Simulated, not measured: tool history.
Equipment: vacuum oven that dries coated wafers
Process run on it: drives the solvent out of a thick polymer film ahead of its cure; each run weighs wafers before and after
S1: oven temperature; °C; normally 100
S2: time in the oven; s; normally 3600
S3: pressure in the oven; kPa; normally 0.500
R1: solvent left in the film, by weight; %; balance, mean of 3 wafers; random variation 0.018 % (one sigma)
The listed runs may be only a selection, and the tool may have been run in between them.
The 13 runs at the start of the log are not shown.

run	hour	S1	S2	S3	R1
14	187.0	100	2040	0.500	4.76
15	204.8	100	2040	0.500	4.72
16	222.9	100	2040	0.500	4.71
17	234.2	97	3600	0.500	2.95
18	246.3	97	3600	0.500	2.95
19	254.2	97	3600	0.500	2.97
20	261.7	100	3600	0.381	2.04
21	270.3	100	3600	0.381	2.04
22	284.9	100	3600	0.381	2.06
23	295.1	100	3600	0.381	2.01
24	308.0	100	3600	0.381	2.03
25	321.6	100	2340	0.500	4.01

Predict the results of run 26:
26	329.9	100	3000	0.500	?

{"run 26": {"R1": 2.84}}
If the tool had no hidden condition, the same run with the same run-to-run variation would have returned R1 3.27 %.

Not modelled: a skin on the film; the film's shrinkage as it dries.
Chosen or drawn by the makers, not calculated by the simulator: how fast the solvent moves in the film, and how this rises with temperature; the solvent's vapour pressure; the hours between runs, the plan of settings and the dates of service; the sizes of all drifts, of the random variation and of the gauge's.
